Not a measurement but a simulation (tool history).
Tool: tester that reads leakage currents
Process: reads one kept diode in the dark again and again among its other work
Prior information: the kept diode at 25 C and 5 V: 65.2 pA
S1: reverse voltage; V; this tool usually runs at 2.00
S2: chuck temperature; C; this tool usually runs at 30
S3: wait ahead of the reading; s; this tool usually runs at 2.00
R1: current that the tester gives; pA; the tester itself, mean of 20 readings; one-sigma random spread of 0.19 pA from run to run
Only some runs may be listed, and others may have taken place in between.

run    hour     S1  S2    S3       R1
  1     0.0   2.00  30  2.00    60.67
  2   100.3   5.53  30  2.00   103.47
  3   191.5   1.49  30  2.00    51.93
  4   299.4   1.49  30  2.00    51.90
  5   388.0   1.49  30  2.00    51.58
  6   527.6   1.49  30  2.00    51.80
  7   589.9   1.49  30  2.00    51.85
  8   676.6   1.49  30  2.00    51.87
  9   784.6   2.00  36  2.00    96.49
 10   860.8   2.00  30  1.00    60.57
 11   968.4   2.00  30  1.00    60.48
 12  1115.7   2.00  30  2.00    60.54
 13  1185.3   2.00  30  2.00    60.55
 14  1278.1   2.00  30  2.00    60.22
 15  1412.6   2.00  30  2.00    60.56
 16  1526.8   2.00  30  2.00    60.57
 17  1588.7   2.00  30  2.00    60.34
 18  1717.2   2.00  30  2.00    60.80
 19  1822.8   2.00  30  2.00    60.21
 20  1941.8  16.48  30  2.00   183.21
 21  2052.8  16.48  30  2.00   183.17
 22  2114.9  16.48  30  2.00   182.32
 23  2237.0  16.48  59  1.52  1483.13
 24  2377.3   2.00  50  2.00   267.62
 25  2462.3   7.79  58  7.98   938.28
 26  2588.4  10.24  58  0.48  1089.46
 27  2704.7   7.16  25  4.35    79.02
 28  2852.5   7.16  37  5.38   203.04
 29  2937.2   7.16  37  5.38   202.70
 30  3007.3   2.00  36  2.00    96.64
 31  3142.0   2.00  36  2.00    96.88
 32  3280.6   2.36  27  8.58    51.90
 33  3402.2  13.18  27  8.58   127.90
 34  3523.2  15.36  25  1.37   119.18
 35  3592.0  12.02  55  1.49   963.48
 36  3680.5  12.02  55  1.49   963.22
 37  3807.3   2.08  37  1.49   105.71
 38  3893.6   2.00  30  0.81    60.62
 39  4000.0   2.00  54  5.84   352.04

Between the runs listed above, the log contained 2 entries, not reproduced here. Where in the sequence does each belong, and how does what the log doesn't record of the tool's condition differ from the listed run before to the listed run after?
Runs 19 to 20: probe card cleaned and baked (hour 1910.5)
  stray current of the dirty probe card, pA a volt: 0.028 -> 0.02; current scale over the true one, %: 0 -> 0.01
  measured minus no-state result, R1: +0.04 -> +0.05 pA
Runs 20 to 21: chuck's temperature calibrated (hour 2019.8)
  no hidden state differs between the two runs
  measured minus no-state result, R1: +0.05 -> +0.01 pA

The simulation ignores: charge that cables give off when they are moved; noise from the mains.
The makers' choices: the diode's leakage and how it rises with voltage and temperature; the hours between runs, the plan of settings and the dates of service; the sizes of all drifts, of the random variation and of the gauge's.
